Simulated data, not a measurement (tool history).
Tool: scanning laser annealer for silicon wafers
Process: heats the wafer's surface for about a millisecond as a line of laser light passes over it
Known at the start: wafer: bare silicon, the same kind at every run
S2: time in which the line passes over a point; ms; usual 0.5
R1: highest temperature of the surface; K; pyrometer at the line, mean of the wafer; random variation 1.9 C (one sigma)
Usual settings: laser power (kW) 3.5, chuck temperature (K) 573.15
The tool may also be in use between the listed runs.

{"run": 1, "hour": 0.0, "laser power (kW)": 3.5, "S2": 0.5, "chuck temperature (K)": 573.15, "R1": 1335.15}
{"run": 2, "hour": 14.7, "laser power (kW)": 3.5, "S2": 0.5, "chuck temperature (K)": 573.15, "R1": 1332.15}
{"run": 3, "hour": 33.1, "laser power (kW)": 3.5, "S2": 0.5, "chuck temperature (K)": 573.15, "R1": 1330.15}
{"run": 4, "hour": 45.1, "laser power (kW)": 3.5, "S2": 0.5, "chuck temperature (K)": 573.15, "R1": 1329.15}
{"run": 5, "hour": 60.9, "laser power (kW)": 3.5, "S2": 0.5, "chuck temperature (K)": 573.15, "R1": 1327.15}
{"hour": 75.1, "done": "window over the wafer cleaned"}
{"run": 6, "hour": 75.1, "laser power (kW)": 3.569, "S2": 0.5, "chuck temperature (K)": 573.15, "R1": 1384.15}
{"run": 7, "hour": 84.7, "laser power (kW)": 3.569, "S2": 0.5, "chuck temperature (K)": 573.15, "R1": 1380.15}
{"run": 8, "hour": 100.6, "laser power (kW)": 3.661, "S2": 0.5, "chuck temperature (K)": 573.15, "R1": 1407.15}
{"run": 9, "hour": 110.8, "laser power (kW)": 3.5, "S2": 0.5, "chuck temperature (K)": 546.15, "R1": 1332.15}
{"run": 10, "hour": 121.4, "laser power (kW)": 3.5, "S2": 0.5, "chuck temperature (K)": 585.15, "R1": 1371.15}
{"run": 11, "hour": 140.3, "laser power (kW)": 3.5, "S2": 0.5, "chuck temperature (K)": 585.15, "R1": 1369.15}
{"run": 12, "hour": 159.7, "laser power (kW)": 3.5, "S2": 0.5, "chuck temperature (K)": 585.15, "R1": 1366.15}
{"run": 13, "hour": 169.1, "laser power (kW)": 3.5, "S2": 0.5, "chuck temperature (K)": 585.15, "R1": 1366.15}
{"run": 14, "hour": 179.1, "laser power (kW)": 3.5, "S2": 0.5, "chuck temperature (K)": 547.15, "R1": 1327.15}
{"run": 15, "hour": 190.5, "laser power (kW)": 3.5, "S2": 0.5, "chuck temperature (K)": 573.15, "R1": 1355.15}
{"run": 16, "hour": 203.6, "laser power (kW)": 3.5, "S2": 0.5, "chuck temperature (K)": 573.15, "R1": 1356.15}
{"run": 17, "hour": 219.1, "laser power (kW)": 3.5, "S2": 0.5, "chuck temperature (K)": 550.15, "R1": 1328.15}
{"hour": 225.1, "done": "optics aligned, line set to its width"}
{"run": 18, "hour": 240.3, "laser power (kW)": 3.5, "S2": 0.5, "chuck temperature (K)": 550.15, "R1": 1323.15}
{"run": 19, "hour": 254.2, "laser power (kW)": 3.328, "S2": 0.553, "chuck temperature (K)": 601.15, "R1": 1364.15}
{"hour": 263.3, "done": "optics aligned, line set to its width, once more"}
{"run": 20, "hour": 270.3, "laser power (kW)": 3.654, "S2": 0.508, "chuck temperature (K)": 602.15, "R1": 1450.15}
{"run": 21, "hour": 280.9, "laser power (kW)": 3.654, "S2": 0.423, "chuck temperature (K)": 595.15, "R1": 1362.15}
{"run": 22, "hour": 300.6, "laser power (kW)": 2.988, "S2": 0.571, "chuck temperature (K)": 589.15, "R1": 1278.15}
{"run": 23, "hour": 319.4, "laser power (kW)": 3.5, "S2": 0.509, "chuck temperature (K)": 549.15, "R1": 1340.15}
{"run": 24, "hour": 338.6, "laser power (kW)": 3.292, "S2": 0.595, "chuck temperature (K)": 535.15, "R1": 1334.15}
{"run": 25, "hour": 350.2, "laser power (kW)": 3.292, "S2": 0.595, "chuck temperature (K)": 535.15, "R1": 1332.15}
{"run": 26, "hour": 365.2, "laser power (kW)": 3.827, "S2": 0.392, "chuck temperature (K)": 598.15, "R1": 1374.15}
{"run": 27, "hour": 379.7, "laser power (kW)": 3.246, "S2": 0.482, "chuck temperature (K)": 573.15, "R1": 1266.15}
{"run": 28, "hour": 398.4, "laser power (kW)": 3.722, "S2": 0.541, "chuck temperature (K)": 564.15, "R1": 1452.15}
{"run": 29, "hour": 409.3, "laser power (kW)": 3.395, "S2": 0.473, "chuck temperature (K)": 597.15, "R1": 1326.15}
{"run": 30, "hour": 421.1, "laser power (kW)": 3.395, "S2": 0.562, "chuck temperature (K)": 597.15, "R1": 1396.15}
{"run": 31, "hour": 441.4, "laser power (kW)": 3.529, "S2": 0.5, "chuck temperature (K)": 552.15, "R1": 1339.15}
{"run": 32, "hour": 459.9, "laser power (kW)": 3.388, "S2": 0.392, "chuck temperature (K)": 570.15, "R1": 1221.15}
{"run": 33, "hour": 472.2, "laser power (kW)": 3.5, "S2": 0.488, "chuck temperature (K)": 573.15, "R1": 1338.15}
{"run": 34, "hour": 485.6, "laser power (kW)": 3.5, "S2": 0.511, "chuck temperature (K)": 563.15, "R1": 1347.15}
{"run": 35, "hour": 506.4, "laser power (kW)": 3.5, "S2": 0.511, "chuck temperature (K)": 563.15, "R1": 1351.15}

Some steps in R1 between neighbouring runs. How much of each would the tool show without its hidden state too (settings, what came in, random variation), and how much is left for the hidden state, with any gauge scatter that isn't in both results?
The hidden state here: light that passes the window, % of a clean one's; laser's true power over the reading, %; width of the line over the set one, %; drift of the gauge itself on peak_c, C.
Run 5 -> 6: laser power (kW) 3.5 -> 3.569, window over the wafer cleaned. R1 +57 K: hidden state +33, all else +24.
Run 17 -> 18: optics aligned, line set to its width. R1 -5 K: hidden state -9, all else +4.
Run 19 -> 20: laser power (kW) 3.328 -> 3.654, S2 0.553 -> 0.508, chuck temperature (K) 601.15 -> 602.15, optics aligned, line set to its width, once more. R1 +86 K: hidden state +19, all else +67.
Run 27 -> 28: laser power (kW) 3.246 -> 3.722, S2 0.482 -> 0.541, chuck temperature (K) 573.15 -> 564.15. R1 +186 K: hidden state -7, all else +193.
Run 28 -> 29: laser power (kW) 3.722 -> 3.395, S2 0.541 -> 0.473, chuck temperature (K) 564.15 -> 597.15. R1 -126 K: hidden state +5, all else -131.
Run 31 -> 32: laser power (kW) 3.529 -> 3.388, S2 0.5 -> 0.392, chuck temperature (K) 552.15 -> 570.15. R1 -118 K: hidden state +4, all else -122.
